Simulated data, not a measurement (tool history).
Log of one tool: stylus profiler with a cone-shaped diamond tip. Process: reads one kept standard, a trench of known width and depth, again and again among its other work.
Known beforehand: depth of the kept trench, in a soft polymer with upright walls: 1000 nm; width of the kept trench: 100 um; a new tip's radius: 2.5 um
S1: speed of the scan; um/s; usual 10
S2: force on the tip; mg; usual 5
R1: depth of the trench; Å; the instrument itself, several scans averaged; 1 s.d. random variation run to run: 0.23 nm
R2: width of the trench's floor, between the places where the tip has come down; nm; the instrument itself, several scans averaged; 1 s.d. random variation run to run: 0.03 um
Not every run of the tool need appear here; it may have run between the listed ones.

Run 1, hour 0: usual settings. Result: R1 10223.2 Å, R2 95050 nm.
Run 2, hour 12.4: usual settings. Result: R1 10218.4 Å, R2 95030 nm.
Run 3, hour 25.8: usual settings but S1 14 um/s. Result: R1 10219.8 Å, R2 95040 nm.
Run 4, hour 44.2: usual settings. Result: R1 10221.7 Å, R2 95060 nm.
Run 5, hour 53: usual settings. Result: R1 10224.7 Å, R2 95000 nm.
Run 6, hour 66.8: usual settings. Result: R1 10224.1 Å, R2 94970 nm.
Run 7, hour 79.4: usual settings. Result: R1 10222.7 Å, R2 95000 nm.
Run 8, hour 94.2: usual settings. Result: R1 10224.6 Å, R2 94930 nm.
Run 9, hour 111.6: usual settings but S1 7 um/s. Result: R1 10227.7 Å, R2 94950 nm.
Run 10, hour 124.1: usual settings but S1 12 um/s. Result: R1 10226.3 Å, R2 94900 nm.
Run 11, hour 134: usual settings but S1 18 um/s. Result: R1 10224 Å, R2 94870 nm.
Run 12, hour 144.6: usual settings but S1 18 um/s. Result: R1 10225.9 Å, R2 94920 nm.
Run 13, hour 157.4: usual settings but S1 18 um/s, S2 1.9 mg. Result: R1 10126.3 Å, R2 94840 nm.
Run 14, hour 174.7: usual settings but S1 4 um/s, S2 10.16 mg. Result: R1 10352.9 Å, R2 94870 nm.
Run 15, hour 184.7: usual settings but S1 4 um/s, S2 3.16 mg. Result: R1 10173.6 Å, R2 94850 nm.
Run 16, hour 193.3: usual settings but S1 23 um/s, S2 7.56 mg. Result: R1 10293.3 Å, R2 94780 nm.
Run 17, hour 208.7: usual settings but S1 19 um/s. Result: R1 10228.9 Å, R2 94770 nm.
Run 18, hour 223.7: usual settings but S1 9 um/s, S2 14.1 mg. Result: R1 10435.3 Å, R2 94790 nm.
Run 19, hour 231.7: usual settings but S1 21 um/s, S2 2.18 mg. Result: R1 10142.4 Å, R2 94750 nm.
Run 20, hour 239.8: usual settings but S1 18 um/s, S2 4.4 mg. Result: R1 10218.1 Å, R2 94740 nm.
Run 21, hour 249.9: usual settings but S1 3 um/s, S2 9.71 mg. Result: R1 10344.3 Å, R2 94740 nm.
Run 22, hour 267.6: usual settings but S2 3.2 mg. Result: R1 10176.3 Å, R2 94700 nm.
Run 23, hour 283.3: usual settings but S1 7 um/s, S2 4.67 mg. Result: R1 10225.5 Å, R2 94710 nm.
Run 24, hour 293: usual settings but S2 4.39 mg. Result: R1 10213 Å, R2 94670 nm.
Run 25, hour 300.9: usual settings but S2 1.93 mg. Result: R1 10136.6 Å, R2 94640 nm.
Run 26, hour 311.2: usual settings but S1 2 um/s, S2 12.95 mg. Result: R1 10416.9 Å, R2 94650 nm.

Forecast each of these 5 alternatives for the next run:
Run A, hour 327.4: usual settings but S1 3 um/s. Result: R1 ?, R2 ?.
Run B, hour 327.4: usual settings but S2 6.28 mg. Result: R1 ?, R2 ?.
Run C, hour 327.4: usual settings but S1 3 um/s, S2 1.97 mg. Result: R1 ?, R2 ?.
Run D, hour 327.4: usual settings but S1 2 um/s, S2 2.14 mg. Result: R1 ?, R2 ?.
Run E, hour 327.4: usual settings but S1 5 um/s, S2 10.6 mg. Result: R1 ?, R2 ?.

run       R1     R2
  A  10230.5  94690
  B  10266.4  94690
  C  10136.2  94700
  D  10144.2  94630
  E  10365.3  94660
Take away the tool's hidden state, keep each run's random variation, and the runs would have read:
run       R1     R2
  A  10201.9  96020
  B  10237.7  96020
  C  10107.9  96030
  D  10115.8  95960
  E  10336.3  95990

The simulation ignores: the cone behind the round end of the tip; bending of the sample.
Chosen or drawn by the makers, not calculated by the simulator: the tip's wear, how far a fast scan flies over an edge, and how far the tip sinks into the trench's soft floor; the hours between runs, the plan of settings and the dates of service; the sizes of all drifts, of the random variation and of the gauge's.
